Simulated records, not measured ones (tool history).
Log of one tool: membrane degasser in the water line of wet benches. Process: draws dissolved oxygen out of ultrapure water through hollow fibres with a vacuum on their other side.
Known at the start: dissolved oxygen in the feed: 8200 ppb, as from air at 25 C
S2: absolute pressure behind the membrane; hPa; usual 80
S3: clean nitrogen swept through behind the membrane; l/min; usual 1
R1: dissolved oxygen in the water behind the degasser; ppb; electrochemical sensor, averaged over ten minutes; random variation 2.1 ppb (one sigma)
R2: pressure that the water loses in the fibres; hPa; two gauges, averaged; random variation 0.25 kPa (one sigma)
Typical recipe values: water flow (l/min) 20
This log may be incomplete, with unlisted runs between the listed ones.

Run 1, day 0: usual settings. Result: R1 276.6 ppb, R2 663.6 hPa.
Run 2, day 4.817: usual settings but S2 50.9 hPa. Result: R1 148 ppb, R2 667.5 hPa.
Run 3, day 9.538: usual settings. Result: R1 272.3 ppb, R2 665.4 hPa.
Run 4, day 13.433: usual settings but S2 79.5 hPa. Result: R1 269.9 ppb, R2 668 hPa.
Run 5, day 18.5: usual settings. Result: R1 278 ppb, R2 662.9 hPa.
Run 6, day 22.25: usual settings. Result: R1 273.1 ppb, R2 661.5 hPa.
Run 7, day 26.504: usual settings. Result: R1 274.1 ppb, R2 662.7 hPa.
Run 8, day 30.679: usual settings but S3 1.42 l/min. Result: R1 217.3 ppb, R2 658.9 hPa.
Run 9, day 34.575: usual settings but S3 1.42 l/min. Result: R1 215.7 ppb, R2 657 hPa.
Run 10, day 37.15: usual settings but S3 1.42 l/min. Result: R1 219.6 ppb, R2 661.8 hPa.
Run 11, day 40.038: usual settings but S2 108.7 hPa, S3 1.42 l/min. Result: R1 304.9 ppb, R2 663.2 hPa.
Run 12, day 42.625: usual settings but S2 108.7 hPa, S3 1.42 l/min. Result: R1 307.7 ppb, R2 658.8 hPa.
Run 13, day 46.071: usual settings but S2 108.7 hPa, S3 1.42 l/min. Result: R1 303.3 ppb, R2 655.7 hPa.
Run 14, day 48.617: usual settings. Result: R1 273.1 ppb, R2 661.7 hPa.
Run 15, day 52.321: usual settings. Result: R1 277.3 ppb, R2 657.4 hPa.
Run 16, day 54.404: usual settings. Result: R1 268.8 ppb, R2 658.3 hPa.
Run 17, day 58.438: usual settings but water flow (l/min) 24, S2 89.1 hPa, S3 1.09 l/min. Result: R1 354 ppb, R2 789.5 hPa.
Run 18, day 61.158: usual settings but water flow (l/min) 24, S2 76 hPa, S3 2.37 l/min. Result: R1 191.7 ppb, R2 787.4 hPa.
Run 19, day 64.521: usual settings but water flow (l/min) 12, S2 195.2 hPa, S3 0.61 l/min. Result: R1 690 ppb, R2 395.6 hPa.
Run 20, day 69.129: usual settings but water flow (l/min) 21, S2 163.2 hPa, S3 0.71 l/min. Result: R1 809.9 ppb, R2 684.9 hPa.
Run 21, day 74.029: usual settings but water flow (l/min) 24, S2 109.5 hPa, S3 1.62 l/min. Result: R1 338 ppb, R2 784.9 hPa.
Run 22, day 77.746: usual settings but water flow (l/min) 24, S2 109.5 hPa, S3 1.62 l/min. Result: R1 337.2 ppb, R2 784.5 hPa.
Run 23, day 80.588: usual settings but water flow (l/min) 23, S2 97.7 hPa, S3 2.18 l/min. Result: R1 239.3 ppb, R2 752.1 hPa.
Run 24, day 84.046: usual settings but S2 108.2 hPa, S3 0.9 l/min. Result: R1 417 ppb, R2 654.4 hPa.
Run 25, day 86.158: usual settings but S2 51.9 hPa, S3 1.02 l/min. Result: R1 150.8 ppb, R2 659.1 hPa.
Run 26, day 88.517: usual settings but water flow (l/min) 15, S2 70.9 hPa, S3 2.45 l/min. Result: R1 99.2 ppb, R2 487.3 hPa.
Run 27, day 92.292: usual settings but water flow (l/min) 15, S2 50.2 hPa, S3 2.45 l/min. Result: R1 68.1 ppb, R2 485.8 hPa.
Run 28, day 96.062: usual settings but water flow (l/min) 23, S3 0.51 l/min. Result: R1 485 ppb, R2 749.8 hPa.
Run 29, day 99.338: usual settings but water flow (l/min) 16, S2 91.2 hPa, S3 0.75 l/min. Result: R1 317.7 ppb, R2 525.2 hPa.
Run 30, day 101.696: usual settings but water flow (l/min) 28, S2 114.8 hPa, S3 0.75 l/min. Result: R1 690.2 ppb, R2 918.8 hPa.
Run 31, day 105.867: usual settings but water flow (l/min) 28, S2 72.6 hPa, S3 0.49 l/min. Result: R1 508.8 ppb, R2 911.3 hPa.

Each row is a separate what-if for the run after 31, all from the same tool condition, not one after another. Results?
Run A, day 108.346: usual settings but S3 1.19 l/min. Result: R1 ?, R2 ?.
Run B, day 108.346: usual settings but S3 1.68 l/min. Result: R1 ?, R2 ?.
Run C, day 108.346: usual settings but water flow (l/min) 16, S2 123.5 hPa, S3 0.49 l/min. Result: R1 ?, R2 ?.
Run D, day 108.346: usual settings but water flow (l/min) 19, S2 124.8 hPa, S3 0.49 l/min. Result: R1 ?, R2 ?.
Run E, day 108.346: usual settings but water flow (l/min) 26, S2 72.6 hPa, S3 1.81 l/min. Result: R1 ?, R2 ?.

run     R1     R2
  A  244.2  651.5
  B  194.6  651.1
  C  625.8  519.6
  D  737.8  618.4
  E  229.3  843.1
Stripped of hidden state, with their random variation kept, the same runs would have yielded:
run     R1     R2
  A  243.9  666.8
  B  194.4  666.5
  C  625.5  531.8
  D  737.5    633
  E    229    863
